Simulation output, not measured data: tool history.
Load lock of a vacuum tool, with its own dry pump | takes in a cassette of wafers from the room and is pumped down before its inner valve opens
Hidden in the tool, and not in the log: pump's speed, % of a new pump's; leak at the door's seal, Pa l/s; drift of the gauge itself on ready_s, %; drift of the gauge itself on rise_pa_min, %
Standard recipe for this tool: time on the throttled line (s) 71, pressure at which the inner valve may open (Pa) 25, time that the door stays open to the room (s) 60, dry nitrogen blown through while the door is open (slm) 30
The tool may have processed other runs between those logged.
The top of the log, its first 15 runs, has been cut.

run    hour  time on the throttled line (s)  pressure at which the inner valve may open (Pa)  time that the door stays open to the room (s)  dry nitrogen blown through while the door is open (slm)  hours that the pump has run since its overhaul  times that the door has closed on its seal  incoming humidity of the room's air, %  time from the closed door until the inner valve may open (s)  rise of the pressure with all valves shut (Pa/min)
 16  2138.7                              83                                               25                                             57                                                       30                                            2192                                       14526                                    43.4                                                         138.0                                               0.013
 17  2301.5                              83                                               25                                             57                                                       30                                            2354                                       15261                                    46.7                                                         136.9                                               0.018
 18  2427.5                              83                                               25                                             57                                                       30                                            2480                                       15829                                    47.1                                                         138.7                                               0.012
 19  2561.4                              71                                               25                                             44                                                        8                                            2614                                       16434                                    46.7                                                         128.9                                               0.021
 20  2742.5                              71                                               25                                             44                                                        8                                            2795                                       17251                                    46.7                                                         129.3                                               0.019
 21  2910.2                              71                                               25                                             44                                                        8                                            2963                                       18008                                    48.0                                                         129.0                                               0.021
 22  3045.7                              71                                               25                                             69                                                       30                                            3099                                       18619                                    48.0                                                         127.6                                               0.015
 23  3179.2                              63                                               29                                             60                                                       30                                            3232                                       19222                                    45.4                                                         121.1                                               0.007
 24  3328.6                              71                                               40                                             60                                                       30                                            3382                                       19896                                    44.2                                                         124.1                                               0.017
     3415.3  -- door's seal changed, seat wiped
 25  3510.0                              71                                               40                                            166                                                       20                                            3562                                         427                                    44.6                                                         124.9                                               0.022
 26  3607.9                              71                                               40                                            166                                                       20                                            3659                                         869                                    45.5                                                         125.9                                               0.019
 27  3753.2                              71                                               40                                            166                                                       20                                            3805                                        1525                                    47.8                                                         123.6                                               0.027
 28  3862.0                              71                                               40                                            166                                                       20                                            3913                                        2016                                    47.3                                                         125.8                                               0.027
 29  3947.7                              44                                               25                                             35                                                       32                                            3999                                        2402                                    45.7                                                         110.3                                               0.007
 30  4109.3                              71                                               23                                             60                                                       30                                            4161                                        3132                                    44.7                                                         132.7                                               0.018

Here are 4 independent what-if runs from the current tool condition. What would each one return?
  A  4243.3                             106                                               23                                             43                                                       35                                            4295                                        3737                                    50.5                                                             ?                                                   ?
  B  4243.3                              71                                               33                                            219                                                       18                                            4295                                        3737                                    45.7                                                             ?                                                   ?
  C  4243.3                              71                                               25                                             60                                                        5                                            4295                                        3737                                    46.6                                                             ?                                                   ?
  D  4243.3                              77                                               28                                             60                                                        9                                            4295                                        3737                                    46.0                                                             ?                                                   ?

run  time from the closed door until the inner valve may open (s)  rise of the pressure with all valves shut (Pa/min)
  A                                                         155.9                                               0.008
  B                                                         124.8                                               0.035
  C                                                         128.4                                               0.028
  D                                                         133.0                                               0.024
What these runs would have given with no unlogged condition in the tool:
run  time from the closed door until the inner valve may open (s)  rise of the pressure with all valves shut (Pa/min)
  A                                                         155.9                                               0.008
  B                                                         124.7                                               0.035
  C                                                         128.4                                               0.028
  D                                                         133.0                                               0.024

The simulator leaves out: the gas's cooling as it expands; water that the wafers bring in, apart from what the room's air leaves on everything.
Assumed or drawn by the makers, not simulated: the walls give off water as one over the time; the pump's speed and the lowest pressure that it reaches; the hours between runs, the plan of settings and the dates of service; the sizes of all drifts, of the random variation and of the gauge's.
